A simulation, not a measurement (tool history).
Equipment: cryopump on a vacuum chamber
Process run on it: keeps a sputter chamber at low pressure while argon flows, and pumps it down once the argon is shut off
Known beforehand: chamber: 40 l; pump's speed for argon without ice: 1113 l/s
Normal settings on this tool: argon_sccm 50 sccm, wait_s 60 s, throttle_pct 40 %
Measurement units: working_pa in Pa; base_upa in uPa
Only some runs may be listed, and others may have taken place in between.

run     day  argon_sccm  wait_s  throttle_pct  working_pa  base_upa
  1   0.000          50      60            40      0.1965      2.34
  2   1.058          50      60            40      0.1977      2.42
  3   1.633          50      60            40      0.1961      2.43
  4   2.083          50      60            40      0.1969      2.36
  5   2.771          50      60            40      0.1960      2.40
  6   3.750          50      60            40      0.1974      2.45
  7   4.733          50      60            40      0.1952      2.45
  8   5.296          50      60            40      0.1986      2.44
  9   6.062          50      60            40      0.1987      2.48
 10   6.633          50      60            40      0.1957      2.60
 11   7.408          50      60            40      0.1985      2.52
 12   8.283          50      60            26      0.3019      2.55
 13   8.854          50      60            26      0.3019      2.56
 14   9.742          50      60            26      0.3026      2.53
 15  10.442          50      60            40      0.1982      2.52
 16  11.246          50      60            40      0.1988      2.54
 17  12.188          50      60            40      0.1989      2.54
 18  13.275          50      60            40      0.1983      2.60
 19  14.096          50      22            40      0.2007      4.30
 20  14.850          50      77            17      0.4561      2.35
 21  15.621          29      40            34      0.1344      3.18
 22  16.079          29      40            34      0.1343      3.12
 23  16.896          82      66            21      0.6148      2.56
 24  17.412          82      66            21      0.6113      2.47
 25  18.412          41      22            18      0.3578      4.49

Run 26 comes next. What will it give?
 26  19.329          41      22            18           ?         ?

{"run 26": {"working_pa": 0.3552, "base_upa": 4.51}}
On a tool with no hidden condition, and with the same random variation, this run would have come out at working_pa 0.3458 Pa, base_upa 3.02 uPa.
